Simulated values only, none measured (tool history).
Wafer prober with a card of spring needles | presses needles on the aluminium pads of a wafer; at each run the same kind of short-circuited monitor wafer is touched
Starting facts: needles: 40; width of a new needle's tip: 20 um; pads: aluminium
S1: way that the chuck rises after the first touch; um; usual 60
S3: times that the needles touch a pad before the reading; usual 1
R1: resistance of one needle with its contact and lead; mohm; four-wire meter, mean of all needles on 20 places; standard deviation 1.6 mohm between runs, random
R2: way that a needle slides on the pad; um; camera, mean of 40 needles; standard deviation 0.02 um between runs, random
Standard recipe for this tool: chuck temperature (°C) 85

Run 1, hour 0: usual settings. Result: R1 153 mohm, R2 13.95 um.
At hour 15.7: tips cleaned on abrasive film.
Run 2, hour 16.1: usual settings. Result: R1 155 mohm, R2 13.95 um.
Run 3, hour 30.1: usual settings. Result: R1 154 mohm, R2 13.96 um.
At hour 33: tips cleaned on abrasive film.
Run 4, hour 46.6: usual settings. Result: R1 151 mohm, R2 13.98 um.
At hour 50: tips cleaned on abrasive film.
At hour 58.9: height of the first contact set anew.
Run 5, hour 60.7: usual settings but S1 67 um. Result: R1 150 mohm, R2 15.63 um.
At hour 67.6: tips cleaned on abrasive film.
Run 6, hour 73.4: usual settings but S1 67 um. Result: R1 148 mohm, R2 15.64 um.
At hour 84.8: tips cleaned on abrasive film.
Run 7, hour 88.1: usual settings. Result: R1 152 mohm, R2 14.01 um.
Run 8, hour 95.6: usual settings. Result: R1 151 mohm, R2 14.04 um.
At hour 101.9: tips cleaned on abrasive film.
Run 9, hour 104: usual settings. Result: R1 154 mohm, R2 14.02 um.
Run 10, hour 113.8: usual settings. Result: R1 150 mohm, R2 14.06 um.
At hour 119.9: tips cleaned on abrasive film.
Run 11, hour 124.7: usual settings. Result: R1 157 mohm, R2 14.02 um.
Run 12, hour 134.7: usual settings. Result: R1 150 mohm, R2 14.07 um.
At hour 137.2: tips cleaned on abrasive film.
Run 13, hour 148.6: usual settings. Result: R1 154 mohm, R2 14.07 um.
At hour 154.1: tips cleaned on abrasive film.
Run 14, hour 164.1: usual settings but S3 3. Result: R1 152 mohm, R2 14.1 um.
At hour 171.4: tips cleaned on abrasive film.
Run 15, hour 171.4: usual settings but S3 3. Result: R1 154 mohm, R2 14.09 um.
Run 16, hour 183.6: usual settings. Result: R1 152 mohm, R2 14.09 um.
At hour 189: tips cleaned on abrasive film.
Run 17, hour 191.9: usual settings. Result: R1 151 mohm, R2 14.11 um.
At hour 206.6: tips cleaned on abrasive film.
Run 18, hour 208.7: usual settings but S1 63 um, chuck temperature (°C) 45. Result: R1 145 mohm, R2 14.84 um.
Run 19, hour 220.8: usual settings but S1 52 um, chuck temperature (°C) 78. Result: R1 157 mohm, R2 12.24 um.
At hour 223.8: tips cleaned on abrasive film.
Run 20, hour 228.7: usual settings but S1 52 um, chuck temperature (°C) 78. Result: R1 156 mohm, R2 12.29 um.
At hour 230: gauge calibrated.
Run 21, hour 239.9: usual settings but S1 41 um, chuck temperature (°C) 116, S3 2. Result: R1 166 mohm, R2 9.55 um.
At hour 241: tips cleaned on abrasive film.
At hour 246.8: height of the first contact set anew.
Run 22, hour 253.1: usual settings but S1 41 um, chuck temperature (°C) 28, S3 2. Result: R1 152 mohm, R2 9.52 um.
At hour 258.7: tips cleaned on abrasive film.
Run 23, hour 264.3: usual settings but S1 44 um, chuck temperature (°C) 74, S3 3. Result: R1 158 mohm, R2 10.25 um.
At hour 275.9: tips cleaned on abrasive film.
Run 24, hour 276.7: usual settings but S1 73 um. Result: R1 146 mohm, R2 17 um.
At hour 293.7: tips cleaned on abrasive film.
Run 25, hour 293.8: usual settings but S1 73 um, chuck temperature (°C) 115. Result: R1 153 mohm, R2 17.03 um.
Run 26, hour 308.1: usual settings but S1 73 um, chuck temperature (°C) 115. Result: R1 154 mohm, R2 16.98 um.
At hour 311.4: tips cleaned on abrasive film.
Run 27, hour 315.7: usual settings but S1 73 um, chuck temperature (°C) 115. Result: R1 155 mohm, R2 17.03 um.
Run 28, hour 323.7: usual settings but S1 44 um, chuck temperature (°C) 38, S3 2. Result: R1 151 mohm, R2 10.26 um.
At hour 328.4: tips cleaned on abrasive film.
Run 29, hour 331.4: usual settings but chuck temperature (°C) 87. Result: R1 152 mohm, R2 14.01 um.
At hour 345.4: tips cleaned on abrasive film.
Run 30, hour 348: usual settings but S1 70 um, chuck temperature (°C) 87. Result: R1 150 mohm, R2 16.39 um.
At hour 362.4: tips cleaned on abrasive film.
Run 31, hour 362.4: usual settings but chuck temperature (°C) 92, S3 2. Result: R1 153 mohm, R2 14.11 um.
Run 32, hour 378.8: usual settings but S1 50 um, S3 2. Result: R1 157 mohm, R2 11.69 um.
At hour 379.6: tips cleaned on abrasive film.
Run 33, hour 392.4: usual settings but S1 50 um, S3 2. Result: R1 160 mohm, R2 11.71 um.

Predict each of these 4 candidate next runs independently; none follows another, all start after run 33:
At hour 397.6: tips cleaned on abrasive film.
Run A, hour 405.6: usual settings but S1 47 um. Result: R1 ?, R2 ?.
At hour 397.6: tips cleaned on abrasive film.
Run B, hour 405.6: usual settings but S1 50 um, chuck temperature (°C) 26, S3 2. Result: R1 ?, R2 ?.
At hour 397.6: tips cleaned on abrasive film.
Run C, hour 405.6: usual settings but S1 49 um, chuck temperature (°C) 30. Result: R1 ?, R2 ?.
At hour 397.6: tips cleaned on abrasive film.
Run D, hour 405.6: usual settings but S1 77 um, chuck temperature (°C) 103. Result: R1 ?, R2 ?.

run   R1     R2
  A  158  11.04
  B  143  11.77
  C  149  11.51
  D  149  18.09
With no hidden state in the tool, these same runs would have given:
run   R1     R2
  A  158  10.92
  B  143  11.64
  C  149  11.39
  D  149  17.89

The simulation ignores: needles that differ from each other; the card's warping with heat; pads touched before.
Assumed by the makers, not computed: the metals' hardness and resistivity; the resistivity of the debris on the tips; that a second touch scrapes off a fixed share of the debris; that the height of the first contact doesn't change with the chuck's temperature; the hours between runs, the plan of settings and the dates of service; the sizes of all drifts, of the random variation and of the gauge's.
